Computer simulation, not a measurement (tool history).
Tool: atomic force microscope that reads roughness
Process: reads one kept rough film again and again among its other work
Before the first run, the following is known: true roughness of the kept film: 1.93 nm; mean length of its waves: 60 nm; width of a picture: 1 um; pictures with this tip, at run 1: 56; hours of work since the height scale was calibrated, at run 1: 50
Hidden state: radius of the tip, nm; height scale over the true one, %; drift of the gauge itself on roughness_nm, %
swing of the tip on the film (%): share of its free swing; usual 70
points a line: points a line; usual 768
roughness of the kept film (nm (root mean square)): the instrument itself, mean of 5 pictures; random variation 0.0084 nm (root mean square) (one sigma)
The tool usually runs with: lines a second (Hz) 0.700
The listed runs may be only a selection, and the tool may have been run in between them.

| run | day | lines a second (Hz) | swing of the tip on the film (%) | points a line | pictures with this tip | hours of work since the height scale was calibrated | roughness of the kept film (nm (root mean square)) |
|---|---|---|---|---|---|---|---|
| 1 | 0.000 | 0.700 | 70 | 768 | 56 | 50 | 1.765 |
| 2 | 0.483 | 0.700 | 70 | 768 | 74 | 58 | 1.737 |
|  | 0.633 | new tip fitted |
| 3 | 0.858 | 0.700 | 70 | 768 | 9 | 63 | 1.818 |
| 4 | 1.358 | 0.700 | 61 | 768 | 28 | 71 | 1.818 |
| 5 | 1.604 | 0.700 | 61 | 768 | 37 | 75 | 1.794 |
| 6 | 1.871 | 0.700 | 74 | 768 | 48 | 79 | 1.739 |
| 7 | 2.133 | 0.700 | 74 | 768 | 58 | 83 | 1.749 |
| 8 | 2.496 | 0.700 | 74 | 768 | 72 | 89 | 1.729 |
|  | 2.683 | new tip fitted |
| 9 | 2.954 | 0.700 | 70 | 367 | 10 | 96 | 1.824 |
| 10 | 3.500 | 0.700 | 70 | 367 | 31 | 105 | 1.801 |
| 11 | 4.008 | 0.700 | 70 | 768 | 51 | 113 | 1.769 |
| 12 | 4.329 | 0.700 | 70 | 768 | 63 | 118 | 1.752 |
|  | 4.746 | new tip fitted |
| 13 | 4.746 | 0.700 | 70 | 768 | 0 | 124 | 1.841 |
| 14 | 5.038 | 0.700 | 70 | 768 | 11 | 129 | 1.830 |
| 15 | 5.562 | 0.700 | 70 | 1013 | 31 | 137 | 1.805 |
| 16 | 5.983 | 0.700 | 70 | 1013 | 48 | 144 | 1.770 |
| 17 | 6.367 | 0.943 | 70 | 768 | 62 | 150 | 1.748 |
| 18 | 6.708 | 0.700 | 76 | 768 | 75 | 155 | 1.716 |
|  | 6.800 | new tip fitted |
| 19 | 7.083 | 3.202 | 70 | 768 | 11 | 161 | 1.687 |
| 20 | 7.479 | 0.700 | 70 | 768 | 26 | 167 | 1.796 |
| 21 | 7.992 | 0.700 | 70 | 910 | 46 | 175 | 1.782 |
| 22 | 8.371 | 0.700 | 70 | 910 | 60 | 181 | 1.750 |
| 23 | 8.675 | 0.700 | 70 | 768 | 72 | 186 | 1.722 |
|  | 8.842 | new tip fitted |
| 24 | 9.008 | 0.700 | 70 | 768 | 6 | 191 | 1.834 |
| 25 | 9.300 | 0.700 | 70 | 307 | 17 | 196 | 1.809 |
| 26 | 9.804 | 0.700 | 70 | 307 | 36 | 204 | 1.799 |
| 27 | 10.292 | 0.700 | 70 | 954 | 55 | 211 | 1.754 |
| 28 | 10.533 | 0.700 | 70 | 954 | 64 | 215 | 1.746 |

Run 29 is up next; what results do you expect?
|  | 10.908 | new tip fitted |
| 29 | 11.058 | 2.362 | 70 | 786 | 6 | 223 | ? |

roughness of the kept film (nm (root mean square)): 1.738
Without the tool's hidden state the same run would have given roughness of the kept film (nm (root mean square)) 1.750.

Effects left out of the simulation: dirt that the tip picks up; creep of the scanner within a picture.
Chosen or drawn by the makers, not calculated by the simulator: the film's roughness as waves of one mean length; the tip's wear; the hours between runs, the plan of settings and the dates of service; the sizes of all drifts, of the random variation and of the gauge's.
